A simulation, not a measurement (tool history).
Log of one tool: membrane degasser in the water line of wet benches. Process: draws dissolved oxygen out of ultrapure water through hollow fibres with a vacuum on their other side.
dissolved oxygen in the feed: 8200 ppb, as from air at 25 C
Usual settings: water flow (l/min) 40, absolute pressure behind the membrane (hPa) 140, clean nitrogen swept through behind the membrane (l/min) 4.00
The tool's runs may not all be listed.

run,hour,water flow (l/min),absolute pressure behind the membrane (hPa),clean nitrogen swept through behind the membrane (l/min),dissolved oxygen in the water behind the degasser (ppb),pressure that the water loses in the fibres (hPa)
1,0.0,40,140,4.00,255.8,548.1
2,210.4,40,140,4.00,253.3,546.9
# hour 239.9: vacuum gauge calibrated
3,367.1,40,140,7.49,144.9,547.6
4,620.7,40,140,7.49,143.7,544.2
5,753.8,40,140,7.49,143.9,545.6
6,951.6,40,140,7.49,144.0,547.9
7,1234.0,40,140,7.49,145.6,546.1
8,1498.4,40,140,7.49,144.9,549.5
9,1737.1,40,98,7.49,91.0,543.6
10,1931.7,40,98,7.49,90.8,550.5
11,2079.9,40,218,4.00,427.4,546.5
12,2323.3,49,107,2.15,374.5,668.3
13,2486.9,64,140,4.00,413.7,876.0
14,2620.6,38,101,2.41,247.2,520.5
15,2924.4,27,140,4.00,173.5,368.8
16,3059.2,35,188,2.26,524.3,479.4
17,3329.9,31,160,2.59,348.9,425.1
# hour 3396.5: vacuum gauge calibrated
18,3483.7,25,140,4.00,160.8,342.0
19,3735.6,48,140,4.00,305.9,658.8
20,3889.7,48,112,4.00,231.7,660.0
21,4112.0,57,162,3.77,454.6,777.6

4 ways to go on from here, each from the tool as it stands after run 21. What would each give?
A,4253.8,49,293,2.09,?,?
B,4253.8,27,162,10.34,?,?
C,4253.8,29,142,4.00,?,?
D,4253.8,29,140,4.00,?,?

run,dissolved oxygen in the water behind the degasser (ppb),pressure that the water loses in the fibres (hPa)
A,1188.4,672.7
B,83.1,368.5
C,188.9,397.6
D,185.8,392.0
Without the tool's hidden state the same runs would have given:
run,dissolved oxygen in the water behind the degasser (ppb),pressure that the water loses in the fibres (hPa)
A,1188.1,671.8
B,83.0,368.0
C,188.9,397.0
D,185.7,391.4
